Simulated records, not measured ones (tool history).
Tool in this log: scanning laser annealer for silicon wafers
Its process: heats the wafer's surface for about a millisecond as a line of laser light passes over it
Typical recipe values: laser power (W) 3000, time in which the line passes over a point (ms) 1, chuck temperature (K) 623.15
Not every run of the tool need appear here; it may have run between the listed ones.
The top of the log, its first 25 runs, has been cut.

run	hour	laser power (W)	time in which the line passes over a point (ms)	chuck temperature (K)	hours of work since the window was cleaned	hours of work since the power meter was calibrated	hours of work since the optics were aligned	highest temperature of the surface (K)
26	208.6	2783	0.87	619.15	19	316	622	1250.15
27	216	2788	1	623.15	24	320	627	1302.15
28	223.2	2788	0.9	646.15	29	325	632	1288.15
29	234.1	3040	0.71	623.15	36	333	639	1260.15
30	246.1	3040	0.71	623.15	44	340	647	1256.15
31	254.9	2815	0.89	603.15	50	346	653	1248.15
32	260.1	2815	0.89	603.15	53	350	657	1246.15
33	271.3	2674	0.89	651.15	60	357	664	1256.15
34	281.1	3119	1	611.15	67	364	671	1390.15
35	292.2	2683	1	619.15	74	371	678	1262.15
36	297.4	2698	1.06	659.15	78	375	682	1329.15
37	305.3	2698	1.06	659.15	83	380	687	1325.15
38	311.6	2698	1.06	659.15	87	384	691	1327.15
39	318.2	2697	0.87	644.15	92	388	695	1246.15
40	328.9	3080	0.97	639.15	99	396	702	1389.15

Here are 3 independent what-if runs from the current tool condition. What would each one return?
A	339.9	3290	1.02	596.15	106	403	710	?
B	339.9	2722	0.97	639.15	106	403	710	?
C	339.9	2821	1	637.15	106	403	710	?

run	highest temperature of the surface (K)
A	1434.15
B	1282.15
C	1320.15
Take away the tool's hidden state, keep each run's random variation, and the runs would have read:
run	highest temperature of the surface (K)
A	1455.15
B	1298.15
C	1337.15
